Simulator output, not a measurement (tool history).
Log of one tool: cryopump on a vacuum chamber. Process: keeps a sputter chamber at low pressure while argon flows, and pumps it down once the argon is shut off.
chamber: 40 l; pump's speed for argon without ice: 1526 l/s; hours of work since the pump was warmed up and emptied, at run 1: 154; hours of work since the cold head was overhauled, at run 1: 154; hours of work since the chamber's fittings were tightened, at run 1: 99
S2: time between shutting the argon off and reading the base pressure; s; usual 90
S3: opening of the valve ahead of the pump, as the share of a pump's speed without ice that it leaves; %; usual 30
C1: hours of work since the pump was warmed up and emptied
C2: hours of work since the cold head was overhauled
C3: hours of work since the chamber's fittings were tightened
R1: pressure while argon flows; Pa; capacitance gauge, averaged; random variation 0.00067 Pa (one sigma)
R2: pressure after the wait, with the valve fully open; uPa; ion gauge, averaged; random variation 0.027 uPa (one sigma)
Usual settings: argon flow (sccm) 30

run 1 hour=0.0 | argon_flow_(sccm)=30 S2=90 S3=30 | C1=154 C2=154 C3=99 | R1=0.1162 R2=1.30
run 2 hour=25.7 | argon_flow_(sccm)=30 S2=90 S3=30 | C1=166 C2=166 C3=111 | R1=0.1152 R2=1.34
run 3 hour=51.8 | argon_flow_(sccm)=30 S2=90 S3=30 | C1=179 C2=179 C3=124 | R1=0.1167 R2=1.32
run 4 hour=75.9 | argon_flow_(sccm)=30 S2=90 S3=30 | C1=190 C2=190 C3=135 | R1=0.1181 R2=1.32
run 5 hour=89.3 | argon_flow_(sccm)=30 S2=90 S3=35 | C1=197 C2=197 C3=141 | R1=0.1012 R2=1.37
run 6 hour=108.1 | argon_flow_(sccm)=30 S2=90 S3=35 | C1=206 C2=206 C3=150 | R1=0.1019 R2=1.37
run 7 hour=134.0 | argon_flow_(sccm)=30 S2=90 S3=30 | C1=218 C2=218 C3=163 | R1=0.1174 R2=1.39
run 8 hour=145.0 | argon_flow_(sccm)=30 S2=90 S3=30 | C1=224 C2=224 C3=168 | R1=0.1185 R2=1.39
run 9 hour=164.6 | argon_flow_(sccm)=30 S2=90 S3=30 | C1=233 C2=233 C3=178 | R1=0.1181 R2=1.41
run 10 hour=187.4 | argon_flow_(sccm)=30 S2=90 S3=30 | C1=244 C2=244 C3=189 | R1=0.1195 R2=1.38
run 11 hour=200.4 | argon_flow_(sccm)=30 S2=159 S3=30 | C1=250 C2=250 C3=195 | R1=0.1187 R2=0.95
run 12 hour=224.5 | argon_flow_(sccm)=30 S2=159 S3=30 | C1=262 C2=262 C3=206 | R1=0.1202 R2=1.07
run 13 hour=248.2 | argon_flow_(sccm)=21 S2=90 S3=30 | C1=273 C2=273 C3=218 | R1=0.0845 R2=1.47
run 14 hour=260.0 | argon_flow_(sccm)=21 S2=90 S3=30 | C1=279 C2=279 C3=223 | R1=0.0831 R2=1.45
run 15 hour=280.2 | argon_flow_(sccm)=21 S2=90 S3=30 | C1=288 C2=288 C3=233 | R1=0.0846 R2=1.46
run 16 hour=297.4 | argon_flow_(sccm)=21 S2=90 S3=30 | C1=297 C2=297 C3=241 | R1=0.0850 R2=1.48
run 17 hour=312.1 | argon_flow_(sccm)=21 S2=90 S3=30 | C1=304 C2=304 C3=248 | R1=0.0853 R2=1.47
-- hour=318.9 pump warmed up, emptied and cooled again
run 18 hour=330.7 | argon_flow_(sccm)=21 S2=90 S3=30 | C1=6 C2=310 C3=255 | R1=0.0779 R2=1.36
run 19 hour=355.9 | argon_flow_(sccm)=15 S2=21 S3=25 | C1=18 C2=322 C3=267 | R1=0.0665 R2=4.57
run 20 hour=368.4 | argon_flow_(sccm)=15 S2=21 S3=25 | C1=24 C2=328 C3=273 | R1=0.0661 R2=4.73
run 21 hour=379.7 | argon_flow_(sccm)=15 S2=21 S3=25 | C1=29 C2=334 C3=278 | R1=0.0664 R2=4.66
run 22 hour=396.8 | argon_flow_(sccm)=13 S2=270 S3=30 | C1=37 C2=342 C3=287 | R1=0.0481 R2=0.72
run 23 hour=423.0 | argon_flow_(sccm)=55 S2=75 S3=15 | C1=50 C2=354 C3=299 | R1=0.4124 R2=1.61
run 24 hour=445.1 | argon_flow_(sccm)=55 S2=75 S3=15 | C1=60 C2=365 C3=310 | R1=0.4088 R2=1.61
run 25 hour=458.2 | argon_flow_(sccm)=35 S2=110 S3=30 | C1=67 C2=371 C3=316 | R1=0.1315 R2=1.26
run 26 hour=476.7 | argon_flow_(sccm)=17 S2=90 S3=24 | C1=76 C2=380 C3=325 | R1=0.0804 R2=1.43
run 27 hour=503.0 | argon_flow_(sccm)=30 S2=56 S3=47 | C1=88 C2=393 C3=337 | R1=0.0729 R2=1.99
run 28 hour=527.9 | argon_flow_(sccm)=30 S2=56 S3=47 | C1=100 C2=405 C3=349 | R1=0.0743 R2=2.10
run 29 hour=547.4 | argon_flow_(sccm)=30 S2=56 S3=47 | C1=110 C2=414 C3=359 | R1=0.0746 R2=2.10
run 30 hour=558.4 | argon_flow_(sccm)=13 S2=34 S3=18 | C1=115 C2=419 C3=364 | R1=0.0819 R2=3.12
run 31 hour=572.0 | argon_flow_(sccm)=28 S2=198 S3=39 | C1=121 C2=426 C3=371 | R1=0.0831 R2=0.95
run 32 hour=594.7 | argon_flow_(sccm)=28 S2=198 S3=39 | C1=132 C2=437 C3=381 | R1=0.0840 R2=0.89
run 33 hour=606.5 | argon_flow_(sccm)=28 S2=198 S3=39 | C1=138 C2=442 C3=387 | R1=0.0837 R2=0.96
run 34 hour=620.6 | argon_flow_(sccm)=28 S2=198 S3=39 | C1=145 C2=449 C3=394 | R1=0.0837 R2=0.89
run 35 hour=639.3 | argon_flow_(sccm)=24 S2=248 S3=56 | C1=154 C2=458 C3=403 | R1=0.0519 R2=0.88

3 ways to go on from here, each from the tool as it stands after run 35. What would each give?
run A hour=657.3 | argon_flow_(sccm)=30 S2=90 S3=47 | C1=162 C2=467 C3=411 | R1=? R2=?
run B hour=657.3 | argon_flow_(sccm)=15 S2=138 S3=17 | C1=162 C2=467 C3=411 | R1=? R2=?
run C hour=657.3 | argon_flow_(sccm)=30 S2=213 S3=27 | C1=162 C2=467 C3=411 | R1=? R2=?

run=A R1=0.0766 R2=1.56
run=B R1=0.1007 R2=1.18
run=C R1=0.1280 R2=0.94
Without the tool's hidden state the same runs would have given:
run=A R1=0.0711 R2=1.23
run=B R1=0.0979 R2=0.85
run=C R1=0.1225 R2=0.62

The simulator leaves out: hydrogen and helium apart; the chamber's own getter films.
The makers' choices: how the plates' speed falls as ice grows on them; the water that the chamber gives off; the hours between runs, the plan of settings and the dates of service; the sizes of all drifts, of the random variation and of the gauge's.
